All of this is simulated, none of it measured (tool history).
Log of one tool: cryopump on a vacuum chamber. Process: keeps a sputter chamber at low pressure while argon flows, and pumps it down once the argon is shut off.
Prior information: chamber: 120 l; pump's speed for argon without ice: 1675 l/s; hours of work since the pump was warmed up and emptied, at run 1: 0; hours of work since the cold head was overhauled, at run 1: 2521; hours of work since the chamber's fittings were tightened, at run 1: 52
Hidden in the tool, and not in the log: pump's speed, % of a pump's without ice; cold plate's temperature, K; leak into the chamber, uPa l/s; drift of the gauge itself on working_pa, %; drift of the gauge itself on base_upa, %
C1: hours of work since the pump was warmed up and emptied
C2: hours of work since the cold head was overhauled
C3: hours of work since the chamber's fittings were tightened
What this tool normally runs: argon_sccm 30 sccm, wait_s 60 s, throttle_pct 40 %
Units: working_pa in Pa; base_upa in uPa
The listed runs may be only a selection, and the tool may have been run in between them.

run 1 hour=0 | argon_sccm=30 wait_s=60 throttle_pct=40 | C1=0 C2=2521 C3=52 | working_pa=0.0772 base_upa=1.58
run 2 hour=64.4 | argon_sccm=30 wait_s=60 throttle_pct=40 | C1=42 C2=2563 C3=94 | working_pa=0.0759 base_upa=1.62
run 3 hour=141.9 | argon_sccm=30 wait_s=60 throttle_pct=40 | C1=93 C2=2614 C3=145 | working_pa=0.0786 base_upa=1.62
run 4 hour=198.7 | argon_sccm=30 wait_s=60 throttle_pct=40 | C1=130 C2=2651 C3=182 | working_pa=0.0775 base_upa=1.64
run 5 hour=296 | argon_sccm=30 wait_s=22 throttle_pct=40 | C1=194 C2=2715 C3=246 | working_pa=0.0777 base_upa=4.19
run 6 hour=384.2 | argon_sccm=30 wait_s=21 throttle_pct=40 | C1=252 C2=2773 C3=304 | working_pa=0.0794 base_upa=4.33
run 7 hour=470.3 | argon_sccm=30 wait_s=21 throttle_pct=40 | C1=308 C2=2829 C3=360 | working_pa=0.0807 base_upa=4.32
run 8 hour=570.8 | argon_sccm=30 wait_s=60 throttle_pct=40 | C1=374 C2=2895 C3=426 | working_pa=0.0798 base_upa=1.79
run 9 hour=672.9 | argon_sccm=30 wait_s=60 throttle_pct=40 | C1=441 C2=2962 C3=493 | working_pa=0.0809 base_upa=1.88
run 10 hour=766 | argon_sccm=30 wait_s=60 throttle_pct=40 | C1=502 C2=3023 C3=554 | working_pa=0.0812 base_upa=1.94
run 11 hour=846.9 | argon_sccm=30 wait_s=60 throttle_pct=40 | C1=555 C2=3076 C3=607 | working_pa=0.082 base_upa=1.9
run 12 hour=909 | argon_sccm=30 wait_s=60 throttle_pct=40 | C1=596 C2=3117 C3=648 | working_pa=0.0825 base_upa=1.95
run 13 hour=951.4 | argon_sccm=30 wait_s=95 throttle_pct=40 | C1=624 C2=3144 C3=675 | working_pa=0.0829 base_upa=1.46
run 14 hour=997.2 | argon_sccm=30 wait_s=95 throttle_pct=40 | C1=654 C2=3175 C3=705 | working_pa=0.0843 base_upa=1.43
run 15 hour=1064 | argon_sccm=30 wait_s=95 throttle_pct=40 | C1=698 C2=3218 C3=749 | working_pa=0.0834 base_upa=1.49
run 16 hour=1151.8 | argon_sccm=30 wait_s=95 throttle_pct=40 | C1=755 C2=3276 C3=807 | working_pa=0.0858 base_upa=1.58
-- hour=1196.2 pump warmed up, emptied and cooled again
run 17 hour=1244.2 | argon_sccm=30 wait_s=95 throttle_pct=40 | C1=31 C2=3333 C3=864 | working_pa=0.076 base_upa=1.49
run 18 hour=1302.7 | argon_sccm=18 wait_s=214 throttle_pct=21 | C1=70 C2=3372 C3=902 | working_pa=0.087 base_upa=0.98
run 19 hour=1360.1 | argon_sccm=18 wait_s=214 throttle_pct=21 | C1=107 C2=3409 C3=940 | working_pa=0.087 base_upa=0.98
run 20 hour=1425.5 | argon_sccm=18 wait_s=214 throttle_pct=21 | C1=150 C2=3452 C3=983 | working_pa=0.0884 base_upa=1.05
run 21 hour=1503.9 | argon_sccm=18 wait_s=214 throttle_pct=21 | C1=202 C2=3503 C3=1034 | working_pa=0.088 base_upa=1.06
run 22 hour=1554.3 | argon_sccm=33 wait_s=214 throttle_pct=36 | C1=235 C2=3536 C3=1067 | working_pa=0.0951 base_upa=1.07
run 23 hour=1623.7 | argon_sccm=14 wait_s=189 throttle_pct=55 | C1=280 C2=3582 C3=1113 | working_pa=0.0277 base_upa=1.2
run 24 hour=1667.3 | argon_sccm=14 wait_s=189 throttle_pct=55 | C1=309 C2=3611 C3=1141 | working_pa=0.0276 base_upa=1.19
run 25 hour=1739.4 | argon_sccm=14 wait_s=189 throttle_pct=55 | C1=356 C2=3658 C3=1189 | working_pa=0.0272 base_upa=1.25
run 26 hour=1825.4 | argon_sccm=21 wait_s=27 throttle_pct=40 | C1=412 C2=3714 C3=1245 | working_pa=0.0564 base_upa=3.84
run 27 hour=1870.4 | argon_sccm=21 wait_s=27 throttle_pct=40 | C1=442 C2=3744 C3=1275 | working_pa=0.0565 base_upa=3.9
run 28 hour=1927.1 | argon_sccm=21 wait_s=27 throttle_pct=40 | C1=479 C2=3781 C3=1312 | working_pa=0.058 base_upa=3.85
run 29 hour=1995.9 | argon_sccm=18 wait_s=45 throttle_pct=34 | C1=524 C2=3826 C3=1357 | working_pa=0.0584 base_upa=2.75
run 30 hour=2050.1 | argon_sccm=18 wait_s=148 throttle_pct=16 | C1=560 C2=3861 C3=1392 | working_pa=0.1178 base_upa=1.56
run 31 hour=2121.3 | argon_sccm=28 wait_s=148 throttle_pct=27 | C1=606 C2=3908 C3=1439 | working_pa=0.1124 base_upa=1.53
run 32 hour=2189.1 | argon_sccm=16 wait_s=216 throttle_pct=57 | C1=651 C2=3953 C3=1484 | working_pa=0.0332 base_upa=1.42
run 33 hour=2281.8 | argon_sccm=30 wait_s=68 throttle_pct=31 | C1=712 C2=4013 C3=1544 | working_pa=0.1061 base_upa=2.38

Branching from run 33: 4 alternative next runs. What would each branch give?
run A hour=2366.8 | argon_sccm=30 wait_s=68 throttle_pct=39 | C1=767 C2=4069 C3=1600 | working_pa=? base_upa=?
run B hour=2366.8 | argon_sccm=58 wait_s=83 throttle_pct=40 | C1=767 C2=4069 C3=1600 | working_pa=? base_upa=?
run C hour=2366.8 | argon_sccm=26 wait_s=60 throttle_pct=16 | C1=767 C2=4069 C3=1600 | working_pa=? base_upa=?
run D hour=2366.8 | argon_sccm=30 wait_s=68 throttle_pct=40 | C1=767 C2=4069 C3=1600 | working_pa=? base_upa=?

run=A working_pa=0.0879 base_upa=2.41
run=B working_pa=0.1662 base_upa=2.14
run=C working_pa=0.1745 base_upa=2.52
run=D working_pa=0.0859 base_upa=2.37
Stripped of hidden state, with their random variation kept, the same runs would have yielded:
run=A working_pa=0.0778 base_upa=1.45
run=B working_pa=0.1467 base_upa=1.18
run=C working_pa=0.1658 base_upa=1.57
run=D working_pa=0.0758 base_upa=1.41
